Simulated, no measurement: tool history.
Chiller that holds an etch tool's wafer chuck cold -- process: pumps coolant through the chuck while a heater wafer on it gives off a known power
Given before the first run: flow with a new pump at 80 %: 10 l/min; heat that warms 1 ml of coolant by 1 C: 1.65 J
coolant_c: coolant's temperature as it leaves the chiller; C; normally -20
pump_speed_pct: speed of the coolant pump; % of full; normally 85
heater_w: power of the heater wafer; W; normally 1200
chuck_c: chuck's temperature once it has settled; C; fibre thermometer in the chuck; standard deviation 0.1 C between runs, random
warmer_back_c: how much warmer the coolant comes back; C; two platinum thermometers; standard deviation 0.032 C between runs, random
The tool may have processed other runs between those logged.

Run 1, day 0.000: usual settings. Result: chuck_c -7.6 C, warmer_back_c 4.13 C.
Run 2, day 1.979: usual settings but pump_speed_pct 82 % of full. Result: chuck_c -7.3 C, warmer_back_c 4.27 C.
Run 3, day 3.975: usual settings but pump_speed_pct 82 % of full. Result: chuck_c -7.3 C, warmer_back_c 4.28 C.
Run 4, day 5.842: usual settings but pump_speed_pct 82 % of full. Result: chuck_c -7.2 C, warmer_back_c 4.24 C.
Run 5, day 7.862: usual settings but coolant_c -26 C, pump_speed_pct 82 % of full. Result: chuck_c -13.0 C, warmer_back_c 4.26 C.
Run 6, day 10.079: usual settings but coolant_c -26 C, pump_speed_pct 82 % of full. Result: chuck_c -13.1 C, warmer_back_c 4.36 C.
Run 7, day 12.321: usual settings but coolant_c -26 C, pump_speed_pct 82 % of full. Result: chuck_c -13.0 C, warmer_back_c 4.33 C.
Run 8, day 14.396: usual settings but coolant_c -26 C, pump_speed_pct 82 % of full. Result: chuck_c -13.1 C, warmer_back_c 4.26 C.
Run 9, day 15.867: usual settings but heater_w 1063 W. Result: chuck_c -9.0 C, warmer_back_c 3.68 C.
Run 10, day 17.971: usual settings but coolant_c -18 C. Result: chuck_c -5.6 C, warmer_back_c 4.11 C.
Run 11, day 20.179: usual settings but coolant_c -18 C. Result: chuck_c -5.6 C, warmer_back_c 4.10 C.
Run 12, day 21.996: usual settings but coolant_c -18 C, heater_w 850 W. Result: chuck_c -9.2 C, warmer_back_c 2.88 C.
Run 13, day 24.404: usual settings but coolant_c -13 C, pump_speed_pct 88 % of full, heater_w 617 W. Result: chuck_c -6.9 C, warmer_back_c 2.00 C.
Run 14, day 25.596: usual settings but pump_speed_pct 76 % of full. Result: chuck_c -6.0 C, warmer_back_c 4.73 C.
At day 25.942: coolant pump overhauled.
Run 15, day 28.033: usual settings but heater_w 935 W. Result: chuck_c -10.3 C, warmer_back_c 3.24 C.
Run 16, day 29.225: usual settings but heater_w 935 W. Result: chuck_c -10.1 C, warmer_back_c 3.27 C.
Run 17, day 31.654: usual settings but heater_w 935 W. Result: chuck_c -10.0 C, warmer_back_c 3.24 C.
Run 18, day 34.221: usual settings but coolant_c -15 C, pump_speed_pct 99 % of full, heater_w 1282 W. Result: chuck_c -3.3 C, warmer_back_c 3.74 C.
At day 35.421: coolant pump overhauled, once more.
Run 19, day 35.758: usual settings but pump_speed_pct 91 % of full, heater_w 839 W. Result: chuck_c -11.8 C, warmer_back_c 2.64 C.
Run 20, day 38.125: usual settings but pump_speed_pct 91 % of full, heater_w 839 W. Result: chuck_c -12.2 C, warmer_back_c 2.65 C.
Run 21, day 40.179: usual settings but pump_speed_pct 91 % of full, heater_w 839 W. Result: chuck_c -12.0 C, warmer_back_c 2.58 C.
Run 22, day 42.358: usual settings but pump_speed_pct 69 % of full, heater_w 616 W. Result: chuck_c -12.4 C, warmer_back_c 2.64 C.

Branching from run 22: 5 alternative next runs. What would each branch give?
Run A, day 43.829: usual settings but coolant_c -19 C, pump_speed_pct 60 % of full, heater_w 616 W. Result: chuck_c ?, warmer_back_c ?.
Run B, day 43.829: usual settings but coolant_c -21 C. Result: chuck_c ?, warmer_back_c ?.
Run C, day 43.829: usual settings but pump_speed_pct 72 % of full, heater_w 1541 W. Result: chuck_c ?, warmer_back_c ?.
Run D, day 43.829: usual settings but pump_speed_pct 71 % of full, heater_w 642 W. Result: chuck_c ?, warmer_back_c ?.
Run E, day 43.829: usual settings but coolant_c -29 C. Result: chuck_c ?, warmer_back_c ?.

run  chuck_c  warmer_back_c
  A    -10.1           3.08
  B     -8.7           4.03
  C     -1.2           6.21
  D    -12.3           2.67
  E    -16.6           4.04
What these runs would have given with no unlogged condition in the tool:
run  chuck_c  warmer_back_c
  A    -10.1           3.10
  B     -8.8           4.05
  C     -1.5           6.24
  D    -12.3           2.68
  E    -16.7           4.06

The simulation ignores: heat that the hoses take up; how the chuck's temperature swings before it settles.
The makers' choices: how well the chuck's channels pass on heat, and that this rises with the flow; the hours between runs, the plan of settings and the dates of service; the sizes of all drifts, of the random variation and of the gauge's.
